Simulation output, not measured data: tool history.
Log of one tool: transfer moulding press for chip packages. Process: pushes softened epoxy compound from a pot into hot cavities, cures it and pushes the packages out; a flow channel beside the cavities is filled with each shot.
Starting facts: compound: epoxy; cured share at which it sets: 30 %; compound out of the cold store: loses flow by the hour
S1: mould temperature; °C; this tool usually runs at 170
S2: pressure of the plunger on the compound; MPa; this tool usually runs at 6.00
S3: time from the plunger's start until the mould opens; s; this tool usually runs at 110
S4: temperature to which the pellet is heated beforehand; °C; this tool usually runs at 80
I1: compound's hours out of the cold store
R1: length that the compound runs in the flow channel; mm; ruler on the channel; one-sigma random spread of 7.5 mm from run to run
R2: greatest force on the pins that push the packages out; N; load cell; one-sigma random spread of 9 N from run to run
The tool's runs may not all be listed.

run	hour	S1	S2	S3	S4	I1	R1	R2
1	0.0	170	6.00	110	80	20.8	844	396
2	48.6	170	6.00	110	80	20.4	847	709
3	76.3	170	6.00	110	80	38.6	752	766
# hour 100.0: cavities cleaned with cleaning compound and waxed
4	113.8	170	6.00	110	80	16.9	841	517
5	169.4	170	6.00	110	80	11.2	865	779
# hour 203.2: cavities cleaned with cleaning compound and waxed
6	224.2	170	6.00	110	80	25.7	794	597
7	273.3	170	6.00	110	80	8.4	866	767
# hour 306.1: cavities cleaned with cleaning compound and waxed
# hour 327.2: plunger's sealing rings changed
8	339.3	170	6.00	110	80	47.8	743	630
9	383.8	170	6.00	110	80	13.5	876	786
# hour 409.6: cavities cleaned with cleaning compound and waxed
10	427.0	170	6.14	110	80	11.2	893	583
11	475.6	170	6.00	110	80	46.5	731	724
# hour 511.2: cavities cleaned with cleaning compound and waxed
# hour 529.6: mould's thermocouples calibrated
12	529.6	170	6.00	110	80	19.0	822	578
13	556.1	170	6.00	110	80	44.5	727	722
# hour 612.9: cavities cleaned with cleaning compound and waxed
14	621.3	170	6.00	110	80	42.5	714	479
# hour 672.7: plunger's sealing rings changed
15	678.0	170	6.00	110	80	13.3	899	778
# hour 717.5: cavities cleaned with cleaning compound and waxed
16	731.0	170	6.18	110	71	28.0	835	551
17	785.7	170	6.00	90	80	18.3	842	1149
# hour 818.5: cavities cleaned with cleaning compound and waxed
18	831.5	178	6.00	90	80	21.0	795	510
19	894.9	162	6.28	112	80	11.7	913	1426
# hour 920.9: cavities cleaned with cleaning compound and waxed
20	955.1	173	5.83	125	72	41.9	695	521
# hour 1014.6: plunger's sealing rings changed
21	1014.6	173	5.83	125	72	21.5	820	619
# hour 1023.3: cavities cleaned with cleaning compound and waxed
22	1057.8	164	5.83	114	81	44.2	774	850

Predict the results of run 23:
23	1085.2	164	5.05	128	76	33.3	?	?

R1: 751 mm
R2: 793 N
The same run, on a tool lacking any hidden state, would have yielded R1 767 mm, R2 430 N.
